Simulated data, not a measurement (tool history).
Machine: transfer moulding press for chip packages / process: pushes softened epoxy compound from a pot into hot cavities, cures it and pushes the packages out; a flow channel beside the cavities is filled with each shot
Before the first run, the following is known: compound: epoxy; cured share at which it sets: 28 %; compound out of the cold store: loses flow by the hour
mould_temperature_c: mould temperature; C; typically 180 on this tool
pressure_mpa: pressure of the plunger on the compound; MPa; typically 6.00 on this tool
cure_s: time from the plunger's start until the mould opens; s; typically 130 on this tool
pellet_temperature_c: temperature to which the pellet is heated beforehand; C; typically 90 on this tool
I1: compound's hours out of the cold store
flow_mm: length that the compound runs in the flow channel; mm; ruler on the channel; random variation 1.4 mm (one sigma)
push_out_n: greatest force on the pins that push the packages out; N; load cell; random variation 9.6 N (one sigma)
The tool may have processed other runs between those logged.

Run 1, hour 0.0: usual settings; I1 42.3. Result: flow_mm 469 mm, push_out_n 500 N.
Run 2, hour 6.4: usual settings but cure_s 133 s; I1 35.4. Result: flow_mm 479 mm, push_out_n 509 N.
Run 3, hour 14.7: usual settings but cure_s 133 s; I1 42.1. Result: flow_mm 471 mm, push_out_n 534 N.
Run 4, hour 27.0: usual settings but cure_s 133 s; I1 20.7. Result: flow_mm 512 mm, push_out_n 609 N.
Run 5, hour 33.4: usual settings; I1 36.1. Result: flow_mm 479 mm, push_out_n 641 N.
Run 6, hour 44.0: usual settings; I1 16.4. Result: flow_mm 519 mm, push_out_n 703 N.
Run 7, hour 57.3: usual settings; I1 12.1. Result: flow_mm 524 mm, push_out_n 735 N.
Run 8, hour 70.7: usual settings; I1 36.6. Result: flow_mm 474 mm, push_out_n 719 N.
Run 9, hour 83.1: usual settings; I1 35.0. Result: flow_mm 480 mm, push_out_n 730 N.
Run 10, hour 92.5: usual settings; I1 15.1. Result: flow_mm 516 mm, push_out_n 778 N.
At hour 94.8: cavities cleaned with cleaning compound and waxed.
Run 11, hour 100.4: usual settings but pressure_mpa 5.18 MPa; I1 25.1. Result: flow_mm 463 mm, push_out_n 906 N.
Run 12, hour 112.7: usual settings but pressure_mpa 5.88 MPa; I1 26.0. Result: flow_mm 489 mm, push_out_n 905 N.
Run 13, hour 118.5: usual settings but pellet_temperature_c 99 C; I1 19.4. Result: flow_mm 510 mm, push_out_n 928 N.
At hour 126.4: cavities cleaned with cleaning compound and waxed, once more.
Run 14, hour 131.2: usual settings but pellet_temperature_c 99 C; I1 16.0. Result: flow_mm 516 mm, push_out_n 481 N.
Run 15, hour 137.5: usual settings but mould_temperature_c 185 C, cure_s 116 s, pellet_temperature_c 99 C; I1 44.6. Result: flow_mm 453 mm, push_out_n 454 N.
Run 16, hour 144.7: usual settings but pressure_mpa 4.74 MPa; I1 11.6. Result: flow_mm 466 mm, push_out_n 558 N.
At hour 152.4: plunger's sealing rings changed.
Run 17, hour 159.2: usual settings but mould_temperature_c 179 C, pressure_mpa 5.95 MPa, cure_s 136 s; I1 38.7. Result: flow_mm 489 mm, push_out_n 595 N.
Run 18, hour 169.7: usual settings but mould_temperature_c 179 C, pressure_mpa 5.95 MPa, cure_s 136 s; I1 35.7. Result: flow_mm 494 mm, push_out_n 610 N.
Run 19, hour 180.3: usual settings but mould_temperature_c 179 C, pressure_mpa 7.31 MPa, cure_s 150 s; I1 27.7. Result: flow_mm 564 mm, push_out_n 601 N.
Run 20, hour 186.5: usual settings but cure_s 123 s, pellet_temperature_c 94 C; I1 31.8. Result: flow_mm 501 mm, push_out_n 743 N.
Run 21, hour 197.1: usual settings but pressure_mpa 5.84 MPa, cure_s 139 s; I1 31.8. Result: flow_mm 498 mm, push_out_n 644 N.
Run 22, hour 208.0: usual settings but pressure_mpa 5.84 MPa, cure_s 139 s; I1 13.9. Result: flow_mm 530 mm, push_out_n 682 N.
Run 23, hour 215.9: usual settings but pressure_mpa 5.84 MPa, cure_s 139 s; I1 44.1. Result: flow_mm 471 mm, push_out_n 654 N.

Predict the results of run 24:
Run 24, hour 228.9: usual settings but mould_temperature_c 185 C, pressure_mpa 7.08 MPa, cure_s 151 s; I1 19.9. Result: flow_mm ?, push_out_n ?.

Run 24 produced flow_mm 559 mm, push_out_n 567 N.
With the hidden condition absent and the run-to-run variation left alone, this run would have shown flow_mm 562 mm, push_out_n 331 N.
